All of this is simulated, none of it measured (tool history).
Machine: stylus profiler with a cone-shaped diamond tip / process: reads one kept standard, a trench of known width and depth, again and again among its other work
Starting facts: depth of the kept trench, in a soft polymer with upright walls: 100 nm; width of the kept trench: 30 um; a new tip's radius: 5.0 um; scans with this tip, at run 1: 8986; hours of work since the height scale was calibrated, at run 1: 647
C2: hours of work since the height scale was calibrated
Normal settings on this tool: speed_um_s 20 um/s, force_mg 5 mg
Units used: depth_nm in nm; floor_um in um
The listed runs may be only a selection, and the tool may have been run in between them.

{"run": 1, "hour": 0.0, "speed_um_s": 20, "force_mg": 5, "scans with this tip": 8986, "C2": 647, "depth_nm": 101.17, "floor_um": 27.66}
{"run": 2, "hour": 40.5, "speed_um_s": 20, "force_mg": 12.92, "scans with this tip": 9239, "C2": 665, "depth_nm": 101.91, "floor_um": 27.56}
{"run": 3, "hour": 62.0, "speed_um_s": 20, "force_mg": 12.92, "scans with this tip": 9372, "C2": 675, "depth_nm": 102.06, "floor_um": 27.55}
{"run": 4, "hour": 95.5, "speed_um_s": 20, "force_mg": 12.92, "scans with this tip": 9581, "C2": 690, "depth_nm": 102.02, "floor_um": 27.52}
{"run": 5, "hour": 127.8, "speed_um_s": 20, "force_mg": 12.92, "scans with this tip": 9782, "C2": 704, "depth_nm": 102.04, "floor_um": 27.58}
{"run": 6, "hour": 145.5, "speed_um_s": 51, "force_mg": 5, "scans with this tip": 9892, "C2": 712, "depth_nm": 101.4, "floor_um": 27.46}
{"run": 7, "hour": 182.1, "speed_um_s": 51, "force_mg": 5, "scans with this tip": 10120, "C2": 728, "depth_nm": 101.33, "floor_um": 27.41}
{"run": 8, "hour": 213.3, "speed_um_s": 51, "force_mg": 5, "scans with this tip": 10314, "C2": 742, "depth_nm": 101.17, "floor_um": 27.46}
{"run": 9, "hour": 252.5, "speed_um_s": 51, "force_mg": 5, "scans with this tip": 10558, "C2": 760, "depth_nm": 101.27, "floor_um": 27.41}
{"run": 10, "hour": 283.5, "speed_um_s": 51, "force_mg": 5, "scans with this tip": 10751, "C2": 774, "depth_nm": 101.22, "floor_um": 27.39}
{"run": 11, "hour": 321.8, "speed_um_s": 51, "force_mg": 5, "scans with this tip": 10990, "C2": 791, "depth_nm": 101.3, "floor_um": 27.39}
{"run": 12, "hour": 356.3, "speed_um_s": 6, "force_mg": 5, "scans with this tip": 11204, "C2": 806, "depth_nm": 101.37, "floor_um": 27.49}
{"hour": 359.0, "done": "height scale calibrated on a step standard"}
{"run": 13, "hour": 392.8, "speed_um_s": 20, "force_mg": 3.09, "scans with this tip": 11429, "C2": 15, "depth_nm": 101.24, "floor_um": 27.48}
{"run": 14, "hour": 425.6, "speed_um_s": 20, "force_mg": 3.09, "scans with this tip": 11632, "C2": 30, "depth_nm": 101.29, "floor_um": 27.44}
{"run": 15, "hour": 461.1, "speed_um_s": 20, "force_mg": 3.09, "scans with this tip": 11853, "C2": 46, "depth_nm": 101.29, "floor_um": 27.46}
{"run": 16, "hour": 486.1, "speed_um_s": 20, "force_mg": 4.16, "scans with this tip": 12009, "C2": 57, "depth_nm": 101.37, "floor_um": 27.42}
{"run": 17, "hour": 507.6, "speed_um_s": 20, "force_mg": 4.16, "scans with this tip": 12143, "C2": 67, "depth_nm": 101.36, "floor_um": 27.46}
{"run": 18, "hour": 539.4, "speed_um_s": 20, "force_mg": 2.72, "scans with this tip": 12341, "C2": 81, "depth_nm": 101.12, "floor_um": 27.42}
{"run": 19, "hour": 566.3, "speed_um_s": 5, "force_mg": 5, "scans with this tip": 12508, "C2": 93, "depth_nm": 101.51, "floor_um": 27.47}
{"run": 20, "hour": 583.1, "speed_um_s": 5, "force_mg": 5, "scans with this tip": 12613, "C2": 100, "depth_nm": 101.61, "floor_um": 27.51}
{"hour": 592.3, "done": "height scale calibrated on a step standard, once more"}
{"run": 21, "hour": 611.2, "speed_um_s": 63, "force_mg": 5, "scans with this tip": 12785, "C2": 8, "depth_nm": 100.86, "floor_um": 27.3}
{"run": 22, "hour": 651.6, "speed_um_s": 63, "force_mg": 14.92, "scans with this tip": 13036, "C2": 27, "depth_nm": 101.8, "floor_um": 27.32}
{"run": 23, "hour": 676.0, "speed_um_s": 63, "force_mg": 14.92, "scans with this tip": 13188, "C2": 37, "depth_nm": 101.79, "floor_um": 27.35}
{"run": 24, "hour": 705.8, "speed_um_s": 42, "force_mg": 2.91, "scans with this tip": 13373, "C2": 51, "depth_nm": 100.54, "floor_um": 27.36}
{"run": 25, "hour": 745.6, "speed_um_s": 42, "force_mg": 2.91, "scans with this tip": 13621, "C2": 69, "depth_nm": 100.59, "floor_um": 27.29}
{"run": 26, "hour": 771.4, "speed_um_s": 15, "force_mg": 6.53, "scans with this tip": 13782, "C2": 80, "depth_nm": 101.15, "floor_um": 27.38}
{"run": 27, "hour": 794.9, "speed_um_s": 15, "force_mg": 6.53, "scans with this tip": 13929, "C2": 91, "depth_nm": 101.11, "floor_um": 27.42}
{"run": 28, "hour": 818.2, "speed_um_s": 17, "force_mg": 9.74, "scans with this tip": 14073, "C2": 101, "depth_nm": 101.42, "floor_um": 27.4}
{"run": 29, "hour": 858.8, "speed_um_s": 64, "force_mg": 3.31, "scans with this tip": 14326, "C2": 119, "depth_nm": 100.72, "floor_um": 27.2}
{"run": 30, "hour": 888.5, "speed_um_s": 64, "force_mg": 3.31, "scans with this tip": 14511, "C2": 133, "depth_nm": 100.77, "floor_um": 27.2}
{"run": 31, "hour": 929.0, "speed_um_s": 64, "force_mg": 3.31, "scans with this tip": 14763, "C2": 151, "depth_nm": 100.64, "floor_um": 27.18}
{"run": 32, "hour": 956.8, "speed_um_s": 8, "force_mg": 5.91, "scans with this tip": 14936, "C2": 163, "depth_nm": 101.02, "floor_um": 27.32}
{"run": 33, "hour": 975.0, "speed_um_s": 60, "force_mg": 2.45, "scans with this tip": 15049, "C2": 171, "depth_nm": 100.59, "floor_um": 27.23}
{"run": 34, "hour": 995.2, "speed_um_s": 6, "force_mg": 1.85, "scans with this tip": 15175, "C2": 180, "depth_nm": 100.49, "floor_um": 27.37}
{"run": 35, "hour": 1031.9, "speed_um_s": 6, "force_mg": 1.85, "scans with this tip": 15404, "C2": 197, "depth_nm": 100.47, "floor_um": 27.45}
{"run": 36, "hour": 1067.1, "speed_um_s": 20, "force_mg": 4.11, "scans with this tip": 15622, "C2": 213, "depth_nm": 100.86, "floor_um": 27.34}
{"run": 37, "hour": 1100.2, "speed_um_s": 20, "force_mg": 4.11, "scans with this tip": 15829, "C2": 228, "depth_nm": 100.92, "floor_um": 27.33}
{"run": 38, "hour": 1140.9, "speed_um_s": 20, "force_mg": 4.11, "scans with this tip": 16082, "C2": 246, "depth_nm": 100.92, "floor_um": 27.36}
{"run": 39, "hour": 1170.0, "speed_um_s": 56, "force_mg": 7.77, "scans with this tip": 16263, "C2": 259, "depth_nm": 101.31, "floor_um": 27.18}
{"run": 40, "hour": 1192.5, "speed_um_s": 6, "force_mg": 4.96, "scans with this tip": 16403, "C2": 269, "depth_nm": 100.96, "floor_um": 27.33}
{"run": 41, "hour": 1226.1, "speed_um_s": 45, "force_mg": 7.06, "scans with this tip": 16612, "C2": 284, "depth_nm": 101.21, "floor_um": 27.27}
{"run": 42, "hour": 1252.6, "speed_um_s": 43, "force_mg": 7.06, "scans with this tip": 16777, "C2": 296, "depth_nm": 101.16, "floor_um": 27.27}
{"run": 43, "hour": 1271.4, "speed_um_s": 43, "force_mg": 7.06, "scans with this tip": 16895, "C2": 304, "depth_nm": 101.17, "floor_um": 27.23}
{"hour": 1306.9, "done": "new tip fitted, height scale calibrated"}
{"run": 44, "hour": 1307.9, "speed_um_s": 43, "force_mg": 7.06, "scans with this tip": 6, "C2": 0, "depth_nm": 101.25, "floor_um": 27.91}
{"run": 45, "hour": 1332.8, "speed_um_s": 64, "force_mg": 4.95, "scans with this tip": 161, "C2": 12, "depth_nm": 100.98, "floor_um": 27.79}
{"run": 46, "hour": 1373.8, "speed_um_s": 64, "force_mg": 3.71, "scans with this tip": 416, "C2": 30, "depth_nm": 100.89, "floor_um": 27.73}

Take each entry between the runs: how does the hidden state at the last listed run before it differ from the hidden state at the first listed run after it?
In the gap between runs 12 and 13: height scale calibrated on a step standard (hour 359)
  radius of the tip, um: 7.63 -> 7.68; height scale over the true one, %: 0.41 -> 0.595
  the result without the hidden state subtracted from the measured one, depth_nm: +0.41 -> +0.6 nm; floor_um: -0.47 -> -0.48 um
In the gap between runs 20 and 21: height scale calibrated on a step standard, once more (hour 592.3)
  radius of the tip, um: 7.93 -> 7.97; height scale over the true one, %: 0.632 -> -0.033
  the result without the hidden state subtracted from the measured one, depth_nm: +0.64 -> -0.04 nm; floor_um: -0.52 -> -0.53 um
In the gap between runs 43 and 44: new tip fitted, height scale calibrated (hour 1306.9)
  radius of the tip, um: 8.88 -> 5.1; height scale over the true one, %: 0.099 -> 0.113
  the result without the hidden state subtracted from the measured one, depth_nm: +0.1 -> +0.12 nm; floor_um: -0.67 -> -0.01 um
